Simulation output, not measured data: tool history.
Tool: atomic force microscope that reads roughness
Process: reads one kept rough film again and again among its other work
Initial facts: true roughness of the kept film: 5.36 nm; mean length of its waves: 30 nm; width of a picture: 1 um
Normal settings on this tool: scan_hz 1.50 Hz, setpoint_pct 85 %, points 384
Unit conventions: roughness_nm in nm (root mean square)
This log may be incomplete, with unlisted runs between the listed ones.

| run | day | scan_hz | setpoint_pct | points | roughness_nm |
|---|---|---|---|---|---|
| 1 | 0.000 | 1.50 | 85 | 384 | 3.695 |
| 2 | 0.925 | 1.80 | 85 | 384 | 3.490 |
| 3 | 2.804 | 1.80 | 85 | 384 | 3.376 |
| 4 | 4.717 | 1.80 | 85 | 384 | 3.215 |
|  | 6.304 | new tip fitted |
| 5 | 6.671 | 1.80 | 85 | 384 | 3.660 |
| 6 | 8.242 | 1.80 | 85 | 384 | 3.508 |
| 7 | 9.971 | 1.80 | 85 | 384 | 3.376 |
| 8 | 11.867 | 1.80 | 85 | 384 | 3.211 |
| 9 | 13.400 | 1.80 | 85 | 384 | 3.101 |
|  | 14.262 | new tip fitted |
| 10 | 14.350 | 1.80 | 85 | 384 | 3.696 |
| 11 | 16.208 | 0.55 | 64 | 395 | 4.266 |
| 12 | 17.088 | 1.76 | 82 | 317 | 3.541 |
| 13 | 18.329 | 0.53 | 85 | 384 | 3.919 |
| 14 | 19.992 | 0.53 | 85 | 384 | 3.749 |
| 15 | 20.850 | 1.02 | 73 | 681 | 3.704 |
| 16 | 21.838 | 2.79 | 85 | 315 | 2.815 |
|  | 22.304 | new tip fitted |
| 17 | 22.829 | 2.79 | 89 | 962 | 3.144 |

Consider 4 possible next runs. They are alternatives, not a sequence: every one starts from the tool as it was left by run 17. What does each give?
| A | 23.912 | 0.58 | 66 | 342 | ? |
| B | 23.912 | 1.50 | 66 | 762 | ? |
| C | 23.912 | 3.69 | 57 | 832 | ? |
| D | 23.912 | 1.70 | 57 | 962 | ? |

| run | roughness_nm |
|---|---|
| A | 4.295 |
| B | 4.139 |
| C | 4.029 |
| D | 4.227 |
The same runs, with their run-to-run variation unchanged, on a tool lacking any hidden condition would have given:
| run | roughness_nm |
|---|---|
| A | 4.462 |
| B | 4.300 |
| C | 4.185 |
| D | 4.391 |
